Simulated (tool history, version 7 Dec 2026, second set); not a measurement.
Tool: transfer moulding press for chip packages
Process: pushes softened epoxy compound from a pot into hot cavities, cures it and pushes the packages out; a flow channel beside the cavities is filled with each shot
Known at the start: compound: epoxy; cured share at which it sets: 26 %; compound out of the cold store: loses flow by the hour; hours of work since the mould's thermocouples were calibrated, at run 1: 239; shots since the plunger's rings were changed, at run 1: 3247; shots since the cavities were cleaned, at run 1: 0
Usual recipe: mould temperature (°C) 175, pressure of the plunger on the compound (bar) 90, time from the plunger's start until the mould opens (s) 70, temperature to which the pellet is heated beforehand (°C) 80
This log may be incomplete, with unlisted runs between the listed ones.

run,hour,mould temperature (°C),pressure of the plunger on the compound (bar),time from the plunger's start until the mould opens (s),temperature to which the pellet is heated beforehand (°C),hours of work since the mould's thermocouples were calibrated,shots since the plunger's rings were changed,shots since the cavities were cleaned,incoming compound's hours out of the cold store,length that the compound runs in the flow channel (mm),greatest force on the pins that push the packages out (N)
1,0,175,90,70,80,239,3247,0,21.7,527,354
2,19.7,175,90,70,76,250,3529,282,10.9,554,528
# hour 38: cavities cleaned with cleaning compound and waxed
3,46.2,175,90,70,76,265,3886,118,25.1,509,442
# hour 51: plunger's sealing rings changed
# hour 77: cavities cleaned with cleaning compound and waxed
4,97.8,175,90,70,76,292,647,296,11.1,576,543
# hour 114.2: cavities cleaned with cleaning compound and waxed
5,145,175,87.7,70,76,319,1300,440,39.2,483,521
# hour 150.5: cavities cleaned with cleaning compound and waxed
# hour 190: cavities cleaned with cleaning compound and waxed
6,194.3,175,87.7,70,76,345,1961,61,37.2,481,413
# hour 227.5: cavities cleaned with cleaning compound and waxed
7,232.9,175,87.7,70,76,367,2491,78,42,467,399
# hour 264.5: cavities cleaned with cleaning compound and waxed
8,269.9,175,87.7,70,76,387,2998,78,26,509,411
9,293.1,175,87.7,70,76,400,3329,409,28.9,497,532
# hour 303: cavities cleaned with cleaning compound and waxed
10,323.7,175,90,70,80,417,3744,296,18.2,530,540
# hour 338.7: plunger's sealing rings changed
# hour 344.4: cavities cleaned with cleaning compound and waxed
11,347.9,175,90,70,80,429,110,51,13.5,575,437
# hour 380.7: cavities cleaned with cleaning compound and waxed
12,385,175,90,70,80,449,618,61,38.6,496,403
# hour 417.7: cavities cleaned with cleaning compound and waxed
13,423.8,175,77.7,70,80,471,1150,87,19.4,511,426
# hour 454.9: cavities cleaned with cleaning compound and waxed
14,467.5,170,90,70,80,495,1753,180,23.1,542,655
# hour 494.6: cavities cleaned with cleaning compound and waxed
15,502.3,167,100.1,71,82,515,2229,110,30.7,549,719
# hour 532.3: cavities cleaned with cleaning compound and waxed
16,543.2,177,69.3,92,88,537,2791,155,29.4,440,316
17,566.9,180,81.4,72,72,551,3130,494,26.4,480,434
# hour 572.4: cavities cleaned with cleaning compound and waxed
18,593,180,85.7,72,72,565,3481,294,30.2,480,401
# hour 609.4: cavities cleaned with cleaning compound and waxed
19,621.4,180,85.7,56,85,581,3865,171,34.6,463,528
# hour 627.2: plunger's sealing rings changed
# hour 649.9: cavities cleaned with cleaning compound and waxed
20,672.2,175,90,72,73,608,621,318,36.2,508,484
# hour 686.8: cavities cleaned with cleaning compound and waxed
21,700,175,90,72,73,623,996,189,17.7,560,476
# hour 723.7: cavities cleaned with cleaning compound and waxed
22,741.5,175,90,72,73,646,1567,254,25.8,527,482
# hour 760.7: cavities cleaned with cleaning compound and waxed
23,770.5,182,90,71,80,662,1959,139,27.8,507,324
# hour 797.3: cavities cleaned with cleaning compound and waxed
24,817.7,174,90,92,80,688,2612,290,39.2,483,373
# hour 835.5: cavities cleaned with cleaning compound and waxed
25,855.1,174,90,92,80,709,3125,280,36.7,487,362
# hour 874.2: cavities cleaned with cleaning compound and waxed
26,892.1,179,90,70,80,729,3632,255,34.3,482,410

Consider 4 possible next runs. They are alternatives, not a sequence: every one starts from the tool as it was left by run 26. What does each give?
# hour 911.3: cavities cleaned with cleaning compound and waxed
# hour 916.2: plunger's sealing rings changed
A,943.6,174,90,70,80,757,391,425,39.9,?,?
# hour 911.3: cavities cleaned with cleaning compound and waxed
# hour 916.2: plunger's sealing rings changed
B,943.6,179,71.9,80,77,757,391,425,18.6,?,?
# hour 911.3: cavities cleaned with cleaning compound and waxed
# hour 916.2: plunger's sealing rings changed
C,943.6,170,94.7,73,80,757,391,425,40.7,?,?
# hour 911.3: cavities cleaned with cleaning compound and waxed
# hour 916.2: plunger's sealing rings changed
D,943.6,171,90,72,81,757,391,425,29.9,?,?

run,length that the compound runs in the flow channel (mm),greatest force on the pins that push the packages out (N)
A,496,571
B,492,409
C,517,698
D,530,712
Take away the tool's hidden state, keep each run's random variation, and the runs would have read:
run,length that the compound runs in the flow channel (mm),greatest force on the pins that push the packages out (N)
A,497,343
B,493,271
C,518,413
D,531,425
